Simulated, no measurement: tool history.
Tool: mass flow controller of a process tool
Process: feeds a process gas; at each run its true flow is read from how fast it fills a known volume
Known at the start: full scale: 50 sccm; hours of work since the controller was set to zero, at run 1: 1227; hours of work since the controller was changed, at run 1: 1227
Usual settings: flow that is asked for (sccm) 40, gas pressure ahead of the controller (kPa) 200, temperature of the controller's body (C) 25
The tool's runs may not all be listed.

run    hour  flow that is asked for (sccm)  gas pressure ahead of the controller (kPa)  temperature of the controller's body (C)  hours of work since the controller was set to zero  hours of work since the controller was changed  true flow (%)
  1     0.0                             40                                         200                                        25                                                1227                                            1227          99.16
  2   163.9                             40                                         200                                        25                                                1285                                            1285          99.26
  3   381.4                             40                                         200                                        25                                                1362                                            1362          99.14
  4   592.4                             40                                         200                                        25                                                1437                                            1437          99.11
  5   834.7                             40                                         200                                        25                                                1524                                            1524          99.15
  6  1028.1                             10                                         198                                        24                                                1592                                            1592          96.93
  7  1147.2                              6                                         244                                        24                                                1635                                            1635          96.68
  8  1268.5                              6                                         217                                        21                                                1678                                            1678          96.29
  9  1390.0                             46                                         200                                        30                                                1721                                            1721          99.84
 10  1682.9                             15                                         214                                        25                                                1825                                            1825          97.28

Some steps in true flow (%) between neighbouring runs. How much of each would the tool show without its hidden state too (settings, what came in, random variation), and how much is left for the hidden state, with any gauge scatter that isn't in both results?
The hidden state here: flow at rest that the sensor doesn't see, % of full scale; true flow over the shown one, %; drift of the gauge itself on true_pct, %.
Run 2 -> 3: no setting changed, nothing entered. true flow (%) -0.12: hidden state -0.07, all else -0.05.
Run 8 -> 9: flow that is asked for (sccm) 6 -> 46, gas pressure ahead of the controller (kPa) 217 -> 200, temperature of the controller's body (C) 21 -> 30. true flow (%) +3.55: hidden state -0.07, all else +3.62.
